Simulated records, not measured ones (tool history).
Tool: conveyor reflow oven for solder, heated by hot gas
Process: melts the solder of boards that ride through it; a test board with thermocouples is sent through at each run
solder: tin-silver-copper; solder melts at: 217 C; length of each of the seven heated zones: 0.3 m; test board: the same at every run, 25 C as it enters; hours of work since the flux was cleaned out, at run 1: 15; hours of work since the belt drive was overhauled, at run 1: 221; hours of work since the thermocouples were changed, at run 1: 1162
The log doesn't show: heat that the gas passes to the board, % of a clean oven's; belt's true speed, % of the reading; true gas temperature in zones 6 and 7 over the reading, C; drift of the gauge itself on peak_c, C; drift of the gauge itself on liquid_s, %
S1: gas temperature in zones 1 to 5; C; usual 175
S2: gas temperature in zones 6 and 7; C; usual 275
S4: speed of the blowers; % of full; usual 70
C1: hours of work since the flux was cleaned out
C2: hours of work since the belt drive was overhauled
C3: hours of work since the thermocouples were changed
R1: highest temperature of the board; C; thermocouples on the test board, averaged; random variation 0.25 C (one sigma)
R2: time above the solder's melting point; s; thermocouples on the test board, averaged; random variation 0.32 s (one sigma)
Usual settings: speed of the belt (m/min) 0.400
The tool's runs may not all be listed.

Run 1, hour 0.0: usual settings; C1 15; C2 221; C3 1162. Result: R1 263.8 C, R2 77.1 s.
Run 2, hour 76.5: usual settings; C1 70; C2 276; C3 1217. Result: R1 264.1 C, R2 77.3 s.
Run 3, hour 126.4: usual settings; C1 106; C2 312; C3 1253. Result: R1 263.5 C, R2 76.8 s.
Run 4, hour 175.6: usual settings but speed of the belt (m/min) 0.391; C1 142; C2 347; C3 1288. Result: R1 263.8 C, R2 79.1 s.
At hour 207.2: thermocouples of zones 6 and 7 changed.
Run 5, hour 243.5: usual settings but speed of the belt (m/min) 0.391; C1 189; C2 395; C3 26. Result: R1 264.1 C, R2 79.2 s.
Run 6, hour 317.0: usual settings but S2 273 C; C1 242; C2 448; C3 79. Result: R1 261.3 C, R2 75.6 s.
Run 7, hour 353.8: usual settings but S2 273 C; C1 268; C2 474; C3 105. Result: R1 261.5 C, R2 76.2 s.
At hour 380.6: flux residue cleaned out of gas plates and filters.
Run 8, hour 417.8: usual settings but S1 184 C, S2 273 C; C1 27; C2 516; C3 148. Result: R1 262.9 C, R2 79.8 s.
Run 9, hour 475.8: usual settings but S1 169 C, S2 273 C; C1 68; C2 558; C3 190. Result: R1 261.2 C, R2 73.5 s.
Run 10, hour 515.2: usual settings but S1 169 C, S2 273 C; C1 97; C2 586; C3 218. Result: R1 261.2 C, R2 73.4 s.
Run 11, hour 586.0: usual settings; C1 148; C2 637; C3 269. Result: R1 263.5 C, R2 77.1 s.
Run 12, hour 620.3: usual settings; C1 172; C2 662; C3 293. Result: R1 263.5 C, R2 76.7 s.
Run 13, hour 699.9: usual settings; C1 230; C2 719; C3 351. Result: R1 263.5 C, R2 76.9 s.
Run 14, hour 751.0: usual settings but S2 273 C; C1 266; C2 756; C3 387. Result: R1 261.6 C, R2 76.1 s.
At hour 782.7: flux residue cleaned out of gas plates and filters.
Run 15, hour 800.7: usual settings but S2 273 C; C1 13; C2 788; C3 419. Result: R1 261.6 C, R2 76.2 s.
Run 16, hour 836.0: usual settings but S4 71 % of full; C1 38; C2 813; C3 445. Result: R1 263.8 C, R2 77.8 s.
Run 17, hour 876.8: usual settings but S1 164 C, S2 279 C, speed of the belt (m/min) 0.375, S4 62 % of full; C1 68; C2 843; C3 474. Result: R1 266.7 C, R2 80.0 s.
Run 18, hour 932.3: usual settings but S1 164 C, S2 279 C, speed of the belt (m/min) 0.375, S4 62 % of full; C1 108; C2 883; C3 514. Result: R1 266.2 C, R2 80.5 s.
Run 19, hour 1002.1: usual settings but S1 188 C, S2 279 C, speed of the belt (m/min) 0.401, S4 62 % of full; C1 158; C2 933; C3 564. Result: R1 268.0 C, R2 84.8 s.
Run 20, hour 1044.2: usual settings but S1 169 C, S2 283 C, speed of the belt (m/min) 0.401, S4 62 % of full; C1 188; C2 963; C3 595. Result: R1 268.5 C, R2 77.8 s.
Run 21, hour 1125.5: usual settings but S1 169 C, S2 288 C, speed of the belt (m/min) 0.477, S4 79 % of full; C1 246; C2 1022; C3 653. Result: R1 270.5 C, R2 65.9 s.
At hour 1183.4: flux residue cleaned out of gas plates and filters.
Run 22, hour 1183.4: usual settings but S1 169 C, S2 288 C, speed of the belt (m/min) 0.477, S4 79 % of full; C1 0; C2 1060; C3 691. Result: R1 270.6 C, R2 66.2 s.
Run 23, hour 1253.6: usual settings but S2 273 C; C1 51; C2 1110; C3 741. Result: R1 261.7 C, R2 76.5 s.
Run 24, hour 1332.8: usual settings but S2 274 C, speed of the belt (m/min) 0.409; C1 107; C2 1167; C3 798. Result: R1 261.9 C, R2 74.9 s.
Run 25, hour 1384.5: usual settings but S2 274 C, speed of the belt (m/min) 0.409; C1 145; C2 1204; C3 836. Result: R1 261.9 C, R2 74.6 s.
Run 26, hour 1466.3: usual settings but S1 172 C, S2 273 C; C1 203; C2 1263; C3 894. Result: R1 260.8 C, R2 74.7 s.
Run 27, hour 1506.3: usual settings but S1 161 C, S2 268 C; C1 232; C2 1292; C3 923. Result: R1 255.1 C, R2 66.5 s.
Run 28, hour 1556.4: usual settings but S1 161 C, S2 268 C; C1 268; C2 1328; C3 959. Result: R1 254.9 C, R2 66.2 s.
At hour 1587.7: flux residue cleaned out of gas plates and filters.
Run 29, hour 1599.9: usual settings but S1 161 C, S2 268 C; C1 9; C2 1355; C3 987. Result: R1 255.5 C, R2 66.9 s.

Forecast each of these 5 alternatives for the next run:
Run A, hour 1664.0: usual settings but S1 161 C, S2 268 C, speed of the belt (m/min) 0.375; C1 55; C2 1401; C3 1033. Result: R1 ?, R2 ?.
Run B, hour 1664.0: usual settings but S1 161 C, S2 288 C, S4 62 % of full; C1 55; C2 1401; C3 1033. Result: R1 ?, R2 ?.
Run C, hour 1664.0: usual settings but S2 284 C, S4 52 % of full; C1 55; C2 1401; C3 1033. Result: R1 ?, R2 ?.
Run D, hour 1664.0: usual settings but S1 161 C, S2 287 C, S4 88 % of full; C1 55; C2 1401; C3 1033. Result: R1 ?, R2 ?.
Run E, hour 1664.0: usual settings but S1 182 C, S2 280 C, speed of the belt (m/min) 0.340; C1 55; C2 1401; C3 1033. Result: R1 ?, R2 ?.

run     R1     R2
  A  257.0   73.3
  B  272.6   77.7
  C  269.0   80.2
  D  276.3   79.6
  E  272.7  100.2
Without the tool's hidden state the same runs would have given:
run     R1    R2
  A  256.8  73.0
  B  272.5  77.5
  C  268.8  80.0
  D  276.2  79.4
  E  272.6  99.9
